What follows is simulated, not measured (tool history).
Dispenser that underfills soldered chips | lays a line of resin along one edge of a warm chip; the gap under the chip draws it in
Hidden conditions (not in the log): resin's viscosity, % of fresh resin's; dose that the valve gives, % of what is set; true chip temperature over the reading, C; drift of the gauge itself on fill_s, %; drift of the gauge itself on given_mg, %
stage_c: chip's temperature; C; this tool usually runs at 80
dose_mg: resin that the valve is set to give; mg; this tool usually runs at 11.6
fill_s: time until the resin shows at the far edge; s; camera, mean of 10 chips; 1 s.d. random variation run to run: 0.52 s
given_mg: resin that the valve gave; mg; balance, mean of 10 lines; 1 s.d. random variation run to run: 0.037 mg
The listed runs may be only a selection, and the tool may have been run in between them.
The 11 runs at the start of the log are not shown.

run   hour  stage_c  dose_mg  hours of work since the syringe was changed  hours of work since the valve was cleaned  hours of work since the stage was calibrated  fill_s  given_mg
      56.1  -- new syringe of resin
 12   56.4       75     11.6                                            0                                         65                                            65    56.4     11.15
 13   59.4       75     11.6                                            2                                         67                                            67    60.5     11.05
 14   62.6       75     11.6                                            4                                         69                                            69    67.3     11.03
 15   67.1       80     11.6                                            7                                         72                                            72    61.7     11.05
      70.9  -- new syringe of resin
 16   71.9       84     11.6                                            1                                         75                                            75    35.9     11.01
 17   75.1       84     11.6                                            3                                         77                                            77    39.5     10.97
 18     80       84     11.6                                            6                                         81                                            81    46.5     10.99
      82.3  -- dispensing valve cleaned and set on the balance
 19   85.9       68     11.6                                           10                                          2                                            84   117.7     11.65
      86.7  -- new syringe of resin
 20   92.5       68     11.6                                            4                                          7                                            88    92.6     11.57
 21   96.4       74     11.6                                            7                                          9                                            91    76.7      11.5
     101.5  -- new syringe of resin
 22  102.1       82     14.1                                            0                                         13                                            94      39     14.03
 23  108.2       73       12                                            5                                         17                                            99    73.2     11.87
 24  112.1       73       12                                            7                                         20                                           101    82.7     11.84
     116.7  -- new syringe of resin
 25  118.3       85     14.8                                            1                                         24                                           105    34.4     14.62
 26  123.4       85     14.8                                            5                                         27                                           109    38.5     14.58
 27  126.6       85     14.8                                            7                                         30                                           111    45.1      14.5
     131.8  -- new syringe of resin
 28  133.5       85     14.8                                            1                                         34                                           116    33.9     14.48
 29  140.2       85     14.8                                            6                                         39                                           120    43.3     14.37
 30  143.1       92     11.3                                            8                                         41                                           122    34.5     11.05
       147  -- new syringe of resin
 31  148.8       92     11.3                                            1                                         44                                           126    25.9     10.98
 32  152.4       78       11                                            4                                         47                                           128      56     10.73
 33  158.6       78       11                                            8                                         51                                           132    67.2     10.71
       162  -- new syringe of resin
 34  163.3       80     10.4                                            1                                         54                                           135    46.7     10.06
 35    167       84     11.3                                            3                                         57                                           138      42     10.95

3 options for the next run, each taken on its own from the tool as it stands now. Forecast them:
  A  171.7       81     11.3                                            7                                         60                                           141       ?         ?
  B  171.7       86     13.9                                            7                                         60                                           141       ?         ?
  C  171.7       78     10.4                                            7                                         60                                           141       ?         ?

run  fill_s  given_mg
  A    55.9     10.93
  B    43.1     13.48
  C    66.3     10.02
Had the tool no hidden state, the same runs would have come out as:
run  fill_s  given_mg
  A    39.8     11.34
  B    30.9     13.98
  C      47     10.39
